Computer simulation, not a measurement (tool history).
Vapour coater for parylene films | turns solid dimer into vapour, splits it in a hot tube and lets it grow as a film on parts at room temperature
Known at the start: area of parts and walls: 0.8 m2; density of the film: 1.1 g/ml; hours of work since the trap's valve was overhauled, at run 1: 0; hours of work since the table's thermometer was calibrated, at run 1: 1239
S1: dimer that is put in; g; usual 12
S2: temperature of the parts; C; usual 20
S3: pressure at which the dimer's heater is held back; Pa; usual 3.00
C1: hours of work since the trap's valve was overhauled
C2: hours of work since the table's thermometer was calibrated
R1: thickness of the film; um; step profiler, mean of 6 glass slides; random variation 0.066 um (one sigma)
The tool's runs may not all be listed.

{"run": 1, "day": 0.0, "S1": 12, "S2": 20, "S3": 3.0, "C1": 0, "C2": 1239, "R1": 10.12}
{"run": 2, "day": 2.808, "S1": 9, "S2": 20, "S3": 3.0, "C1": 36, "C2": 1275, "R1": 7.49}
{"run": 3, "day": 5.779, "S1": 9, "S2": 20, "S3": 3.0, "C1": 74, "C2": 1313, "R1": 7.46}
{"run": 4, "day": 8.083, "S1": 12, "S2": 20, "S3": 9.03, "C1": 104, "C2": 1343, "R1": 7.82}
{"run": 5, "day": 10.1, "S1": 12, "S2": 20, "S3": 9.03, "C1": 130, "C2": 1369, "R1": 7.79}
{"run": 6, "day": 11.454, "S1": 12, "S2": 20, "S3": 9.03, "C1": 147, "C2": 1386, "R1": 7.82}
{"run": 7, "day": 13.288, "S1": 12, "S2": 20, "S3": 9.03, "C1": 171, "C2": 1410, "R1": 7.78}
{"run": 8, "day": 15.312, "S1": 12, "S2": 20, "S3": 9.03, "C1": 197, "C2": 1436, "R1": 7.8}
{"run": 9, "day": 16.708, "S1": 12, "S2": 20, "S3": 3.0, "C1": 215, "C2": 1454, "R1": 9.98}
{"run": 10, "day": 18.775, "S1": 12, "S2": 20, "S3": 3.0, "C1": 241, "C2": 1481, "R1": 9.96}
{"run": 11, "day": 22.025, "S1": 12, "S2": 20, "S3": 3.0, "C1": 283, "C2": 1522, "R1": 10.05}
{"run": 12, "day": 23.646, "S1": 14, "S2": 26, "S3": 3.12, "C1": 304, "C2": 1543, "R1": 9.91}
{"run": 13, "day": 25.475, "S1": 11, "S2": 22, "S3": 8.96, "C1": 328, "C2": 1567, "R1": 6.78}
{"run": 14, "day": 27.379, "S1": 12, "S2": 13, "S3": 3.0, "C1": 352, "C2": 1591, "R1": 11.74}
{"day": 29.925, "done": "trap's valve overhauled"}
{"run": 15, "day": 29.925, "S1": 12, "S2": 13, "S3": 3.0, "C1": 0, "C2": 1622, "R1": 11.89}
{"run": 16, "day": 32.729, "S1": 12, "S2": 13, "S3": 3.0, "C1": 36, "C2": 1658, "R1": 11.66}
{"run": 17, "day": 34.242, "S1": 12, "S2": 13, "S3": 3.0, "C1": 56, "C2": 1677, "R1": 11.58}
{"run": 18, "day": 37.088, "S1": 22, "S2": 20, "S3": 5.7, "C1": 92, "C2": 1714, "R1": 15.64}
{"run": 19, "day": 39.925, "S1": 7, "S2": 17, "S3": 5.89, "C1": 129, "C2": 1750, "R1": 5.3}

5 ways to go on from here, each from the tool as it stands after run 19. What would each give?
{"run": "A", "day": 43.212, "S1": 7, "S2": 18, "S3": 6.31, "C1": 171, "C2": 1793, "R1": "?"}
{"run": "B", "day": 43.212, "S1": 6, "S2": 20, "S3": 2.05, "C1": 171, "C2": 1793, "R1": "?"}
{"run": "C", "day": 43.212, "S1": 11, "S2": 17, "S3": 3.55, "C1": 171, "C2": 1793, "R1": "?"}
{"run": "D", "day": 43.212, "S1": 15, "S2": 19, "S3": 7.68, "C1": 171, "C2": 1793, "R1": "?"}
{"run": "E", "day": 43.212, "S1": 9, "S2": 17, "S3": 5.89, "C1": 171, "C2": 1793, "R1": "?"}

run=A R1=5.16
run=B R1=5.35
run=C R1=9.48
run=D R1=10.37
run=E R1=6.89
Without the tool's hidden state the same runs would have given:
run=A R1=5.18
run=B R1=5.36
run=C R1=9.50
run=D R1=10.40
run=E R1=6.91

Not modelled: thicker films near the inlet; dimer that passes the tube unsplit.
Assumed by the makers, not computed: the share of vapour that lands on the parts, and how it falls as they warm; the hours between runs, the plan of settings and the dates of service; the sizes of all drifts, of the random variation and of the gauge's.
